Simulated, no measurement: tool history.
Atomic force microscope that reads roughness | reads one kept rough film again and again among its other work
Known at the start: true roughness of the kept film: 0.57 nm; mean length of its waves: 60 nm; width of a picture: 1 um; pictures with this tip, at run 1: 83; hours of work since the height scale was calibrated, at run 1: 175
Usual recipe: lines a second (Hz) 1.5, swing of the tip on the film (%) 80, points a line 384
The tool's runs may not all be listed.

run,hour,lines a second (Hz),swing of the tip on the film (%),points a line,pictures with this tip,hours of work since the height scale was calibrated,roughness of the kept film (nm (root mean square))
1,0,1.5,80,384,83,175,0.524
2,17.5,1.5,80,384,105,189,0.521
3,28.7,1.5,80,384,119,197,0.521
4,48,1.5,80,384,144,212,0.52
# hour 68: new tip fitted
5,72.4,1.5,80,384,5,231,0.526
6,84.7,1.5,80,384,21,240,0.524
7,98.8,1.5,80,261,39,251,0.523
8,122,1.5,80,261,68,269,0.521
9,142.9,2.15,80,261,95,285,0.504
10,157.5,2.15,80,261,114,296,0.506
11,184,1.5,80,265,147,317,0.519
12,198.7,1.5,57,265,166,328,0.55
# hour 201.1: new tip fitted
13,211.3,1.5,65,384,13,338,0.548
14,227,1.5,80,265,33,350,0.522
15,242.3,1.5,80,435,52,361,0.525
16,254.2,1.5,56,435,67,371,0.555
17,271.9,1.5,56,435,90,384,0.554
18,287.7,1.5,56,435,110,397,0.555
# hour 291.2: height scale calibrated on a step standard
19,311.4,1.49,66,675,139,16,0.546
20,327.5,0.77,75,320,159,28,0.546
# hour 334.3: new tip fitted
21,353.4,1.04,66,517,25,48,0.555
# hour 359.4: height scale calibrated on a step standard, once more
22,374.6,1.04,66,517,51,12,0.553
23,395.1,0.72,80,399,77,28,0.541
24,415.3,1.72,88,795,102,43,0.495
25,442.6,0.59,71,297,137,64,0.549
26,462.5,0.59,76,319,162,80,0.546
# hour 466.9: new tip fitted
27,481.1,0.59,76,319,19,94,0.551
28,495.7,0.59,72,279,37,105,0.555

For run 29, what comes out?
29,515.9,3.36,84,536,63,121,?

roughness of the kept film (nm (root mean square)): 0.463
Take away the tool's hidden state, keep the run-to-run variation as it was, and the same run would have given roughness of the kept film (nm (root mean square)) 0.465.

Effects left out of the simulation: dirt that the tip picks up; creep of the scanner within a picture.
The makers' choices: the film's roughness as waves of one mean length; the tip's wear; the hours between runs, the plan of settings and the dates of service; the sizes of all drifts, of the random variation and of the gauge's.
